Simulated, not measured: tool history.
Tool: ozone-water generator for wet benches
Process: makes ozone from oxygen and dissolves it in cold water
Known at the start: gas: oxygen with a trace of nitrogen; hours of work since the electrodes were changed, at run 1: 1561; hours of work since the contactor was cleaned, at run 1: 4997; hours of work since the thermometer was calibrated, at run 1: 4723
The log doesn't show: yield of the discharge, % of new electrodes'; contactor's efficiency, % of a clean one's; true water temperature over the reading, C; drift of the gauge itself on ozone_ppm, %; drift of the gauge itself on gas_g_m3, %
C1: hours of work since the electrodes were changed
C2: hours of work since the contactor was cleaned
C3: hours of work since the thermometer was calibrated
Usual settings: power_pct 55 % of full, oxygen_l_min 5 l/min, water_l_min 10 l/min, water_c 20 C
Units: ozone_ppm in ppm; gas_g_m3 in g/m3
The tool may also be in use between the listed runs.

run 1 hour=0 | power_pct=55 oxygen_l_min=5 water_l_min=10 water_c=20 | C1=1561 C2=4997 C3=4723 | ozone_ppm=24 gas_g_m3=187.7
run 2 hour=43.7 | power_pct=50 oxygen_l_min=5 water_l_min=10 water_c=20 | C1=1592 C2=5028 C3=4755 | ozone_ppm=22.1 gas_g_m3=170
run 3 hour=112 | power_pct=55 oxygen_l_min=5 water_l_min=10 water_c=20 | C1=1641 C2=5077 C3=4804 | ozone_ppm=24.2 gas_g_m3=187.2
run 4 hour=154.1 | power_pct=74 oxygen_l_min=5 water_l_min=10 water_c=20 | C1=1671 C2=5108 C3=4834 | ozone_ppm=32.2 gas_g_m3=249.7
run 5 hour=189.5 | power_pct=55 oxygen_l_min=5 water_l_min=10 water_c=20 | C1=1697 C2=5133 C3=4859 | ozone_ppm=24.3 gas_g_m3=186.7
run 6 hour=227.7 | power_pct=55 oxygen_l_min=5 water_l_min=10 water_c=20 | C1=1724 C2=5160 C3=4887 | ozone_ppm=24 gas_g_m3=185.2
run 7 hour=278.8 | power_pct=55 oxygen_l_min=6.09 water_l_min=10 water_c=20 | C1=1761 C2=5197 C3=4923 | ozone_ppm=23.6 gas_g_m3=167.2
run 8 hour=345.7 | power_pct=55 oxygen_l_min=6.09 water_l_min=10 water_c=13 | C1=1809 C2=5245 C3=4971 | ozone_ppm=27.2 gas_g_m3=169
run 9 hour=409.6 | power_pct=55 oxygen_l_min=6.09 water_l_min=10 water_c=13 | C1=1855 C2=5291 C3=5017 | ozone_ppm=27.4 gas_g_m3=166.5
run 10 hour=474.9 | power_pct=55 oxygen_l_min=6.09 water_l_min=10 water_c=13 | C1=1902 C2=5338 C3=5064 | ozone_ppm=27.4 gas_g_m3=167.9
run 11 hour=507 | power_pct=55 oxygen_l_min=5 water_l_min=10 water_c=20 | C1=1925 C2=5361 C3=5087 | ozone_ppm=24 gas_g_m3=185.1
run 12 hour=556.1 | power_pct=55 oxygen_l_min=5 water_l_min=10 water_c=20 | C1=1960 C2=5396 C3=5123 | ozone_ppm=24.6 gas_g_m3=185.1
run 13 hour=594.1 | power_pct=55 oxygen_l_min=5 water_l_min=10 water_c=20 | C1=1987 C2=5424 C3=5150 | ozone_ppm=24.4 gas_g_m3=186.3
run 14 hour=655.8 | power_pct=55 oxygen_l_min=5 water_l_min=14 water_c=20 | C1=2032 C2=5468 C3=5194 | ozone_ppm=18.5 gas_g_m3=184.6
run 15 hour=707.1 | power_pct=55 oxygen_l_min=5 water_l_min=10 water_c=20 | C1=2069 C2=5505 C3=5231 | ozone_ppm=24.3 gas_g_m3=183.2
run 16 hour=755.6 | power_pct=55 oxygen_l_min=5 water_l_min=10 water_c=20 | C1=2103 C2=5540 C3=5266 | ozone_ppm=24.7 gas_g_m3=183.8
run 17 hour=797.8 | power_pct=68 oxygen_l_min=5 water_l_min=14 water_c=15 | C1=2134 C2=5570 C3=5296 | ozone_ppm=24.5 gas_g_m3=224.8
-- hour=812.2 contactor cleaned
run 18 hour=849 | power_pct=68 oxygen_l_min=5 water_l_min=14 water_c=15 | C1=2168 C2=26 C3=5330 | ozone_ppm=24.5 gas_g_m3=225.5
run 19 hour=912 | power_pct=93 oxygen_l_min=3.4 water_l_min=11 water_c=15 | C1=2213 C2=72 C3=5375 | ozone_ppm=40.9 gas_g_m3=363.5
run 20 hour=958.4 | power_pct=93 oxygen_l_min=3.4 water_l_min=11 water_c=15 | C1=2246 C2=105 C3=5409 | ozone_ppm=40.7 gas_g_m3=366
run 21 hour=1028.5 | power_pct=93 oxygen_l_min=3.4 water_l_min=11 water_c=15 | C1=2296 C2=155 C3=5459 | ozone_ppm=41.1 gas_g_m3=365.6
run 22 hour=1071.6 | power_pct=49 oxygen_l_min=5 water_l_min=9 water_c=20 | C1=2327 C2=186 C3=5490 | ozone_ppm=23.3 gas_g_m3=164.5
run 23 hour=1136.3 | power_pct=74 oxygen_l_min=5 water_l_min=10 water_c=14 | C1=2374 C2=233 C3=5536 | ozone_ppm=35.7 gas_g_m3=243
run 24 hour=1180.4 | power_pct=59 oxygen_l_min=5 water_l_min=10 water_c=14 | C1=2406 C2=264 C3=5568 | ozone_ppm=29.3 gas_g_m3=194.6
run 25 hour=1250.2 | power_pct=75 oxygen_l_min=5 water_l_min=10 water_c=16 | C1=2456 C2=315 C3=5618 | ozone_ppm=35.4 gas_g_m3=243
-- hour=1276.6 gauge calibrated
run 26 hour=1311.5 | power_pct=52 oxygen_l_min=5 water_l_min=10 water_c=12 | C1=2500 C2=359 C3=5662 | ozone_ppm=26.6 gas_g_m3=176.8
run 27 hour=1354.8 | power_pct=52 oxygen_l_min=5 water_l_min=10 water_c=21 | C1=2531 C2=390 C3=5693 | ozone_ppm=22.5 gas_g_m3=176.5
run 28 hour=1391.5 | power_pct=55 oxygen_l_min=5.72 water_l_min=8 water_c=20 | C1=2557 C2=416 C3=5720 | ozone_ppm=27.5 gas_g_m3=176.3
run 29 hour=1427 | power_pct=55 oxygen_l_min=5.72 water_l_min=8 water_c=20 | C1=2583 C2=442 C3=5745 | ozone_ppm=27.5 gas_g_m3=175.3
run 30 hour=1474.9 | power_pct=79 oxygen_l_min=3.06 water_l_min=7 water_c=13 | C1=2617 C2=476 C3=5780 | ozone_ppm=52.5 gas_g_m3=332.6
run 31 hour=1517 | power_pct=79 oxygen_l_min=3.06 water_l_min=7 water_c=13 | C1=2647 C2=506 C3=5810 | ozone_ppm=52 gas_g_m3=334.5
-- hour=1562.9 water thermometer calibrated
run 32 hour=1574.9 | power_pct=89 oxygen_l_min=3.15 water_l_min=14 water_c=20 | C1=2689 C2=547 C3=9 | ozone_ppm=29.2 gas_g_m3=368.5

5 ways to go on from here, each from the tool as it stands after run 32. What would each give?
run A hour=1626.8 | power_pct=43 oxygen_l_min=6.16 water_l_min=12 water_c=20 | C1=2726 C2=585 C3=46 | ozone_ppm=? gas_g_m3=?
run B hour=1626.8 | power_pct=43 oxygen_l_min=7.25 water_l_min=10 water_c=20 | C1=2726 C2=585 C3=46 | ozone_ppm=? gas_g_m3=?
run C hour=1626.8 | power_pct=89 oxygen_l_min=4.16 water_l_min=13 water_c=20 | C1=2726 C2=585 C3=46 | ozone_ppm=? gas_g_m3=?
run D hour=1626.8 | power_pct=55 oxygen_l_min=2.54 water_l_min=10 water_c=20 | C1=2726 C2=585 C3=46 | ozone_ppm=? gas_g_m3=?
run E hour=1626.8 | power_pct=55 oxygen_l_min=5.02 water_l_min=10 water_c=21 | C1=2726 C2=585 C3=46 | ozone_ppm=? gas_g_m3=?

run=A ozone_ppm=16.5 gas_g_m3=133.1
run=B ozone_ppm=18.1 gas_g_m3=123
run=C ozone_ppm=31.2 gas_g_m3=319.6
run=D ozone_ppm=24.8 gas_g_m3=256.9
run=E ozone_ppm=23.8 gas_g_m3=186.3
Without the tool's hidden state the same runs would have given:
run=A ozone_ppm=16.5 gas_g_m3=134.2
run=B ozone_ppm=18.1 gas_g_m3=124.1
run=C ozone_ppm=31.2 gas_g_m3=322.4
run=D ozone_ppm=24.8 gas_g_m3=259.1
run=E ozone_ppm=23.8 gas_g_m3=187.9
